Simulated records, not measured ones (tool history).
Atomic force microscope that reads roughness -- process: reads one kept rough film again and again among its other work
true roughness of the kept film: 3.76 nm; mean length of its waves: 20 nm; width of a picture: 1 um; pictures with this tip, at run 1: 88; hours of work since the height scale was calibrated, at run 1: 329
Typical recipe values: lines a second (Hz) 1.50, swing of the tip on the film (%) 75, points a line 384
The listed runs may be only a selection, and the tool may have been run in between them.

run	day	lines a second (Hz)	swing of the tip on the film (%)	points a line	pictures with this tip	hours of work since the height scale was calibrated	roughness of the kept film (nm (root mean square))
1	0.000	1.50	75	384	88	329	2.004
2	2.279	1.50	75	384	154	369	1.824
3	4.179	1.50	75	384	208	401	1.688
4	5.392	1.50	73	384	243	422	1.637
5	6.708	1.50	73	384	281	445	1.567
# day 8.171: new tip fitted
6	8.592	1.50	84	384	12	477	2.201
7	9.900	1.50	56	384	50	500	2.348
8	11.883	1.50	56	384	107	534	2.170
9	13.779	1.50	56	384	161	567	1.972
10	15.550	1.50	56	384	213	597	1.845
11	16.825	1.50	75	384	249	619	1.645
12	18.196	1.50	75	384	289	643	1.523
# day 19.396: new tip fitted
13	19.396	1.50	85	384	0	663	2.269
14	20.983	1.50	85	384	46	691	2.099
15	22.108	1.50	75	320	78	710	2.094
16	24.383	3.42	75	384	143	750	1.696
17	26.646	3.42	75	384	209	789	1.559
18	28.004	1.50	75	384	248	812	1.656
19	29.138	2.99	84	359	281	832	1.317
# day 30.696: new tip fitted
20	31.496	0.62	70	400	23	872	2.470
21	32.629	2.35	75	384	56	892	2.065
22	33.888	2.35	89	544	92	913	1.717
23	35.233	0.61	75	544	131	937	2.086
24	36.354	3.55	57	272	163	956	1.857
25	37.300	1.25	62	394	190	972	1.881
26	39.075	1.78	80	334	241	1003	1.561
27	40.283	0.56	57	915	276	1024	1.746
# day 41.896: new tip fitted
28	42.325	3.14	66	269	12	1059	2.255
29	44.450	1.98	75	929	74	1095	2.080
30	46.567	3.79	67	910	135	1132	1.842
31	47.783	3.79	71	910	170	1153	1.686
32	49.871	1.24	77	533	230	1189	1.724
33	51.562	1.24	77	533	279	1218	1.641
# day 53.179: new tip fitted
34	53.604	1.24	77	533	12	1253	2.374
35	55.125	2.99	80	460	56	1279	1.894

How the hidden state differs across the entries between the runs, from the last listed run before each to the first after it:
Run 5 -> run 6: new tip fitted (day 8.171)
  radius of the tip, nm: 31.3 -> 11.6; height scale over the true one, %: -0.07 -> -0.08
  measured minus no-state result, roughness of the kept film (nm (root mean square)): -0.904 -> -0.094
Run 12 -> run 13: new tip fitted (day 19.396)
  radius of the tip, nm: 31 -> 10.3; height scale over the true one, %: -0.14 -> -0.15
  measured minus no-state result, roughness of the kept film (nm (root mean square)): -0.874 -> -0.025
Run 19 -> run 20: new tip fitted (day 30.696)
  radius of the tip, nm: 29.6 -> 11.9; height scale over the true one, %: -0.21 -> -0.22
  measured minus no-state result, roughness of the kept film (nm (root mean square)): -0.699 -> -0.130
Run 27 -> run 28: new tip fitted (day 41.896)
  radius of the tip, nm: 29.7 -> 11.4; height scale over the true one, %: -0.28 -> -0.29
  measured minus no-state result, roughness of the kept film (nm (root mean square)): -0.941 -> -0.091
Run 33 -> run 34: new tip fitted (day 53.179)
  radius of the tip, nm: 29.3 -> 11.1; height scale over the true one, %: -0.35 -> -0.36
  measured minus no-state result, roughness of the kept film (nm (root mean square)): -0.865 -> -0.080
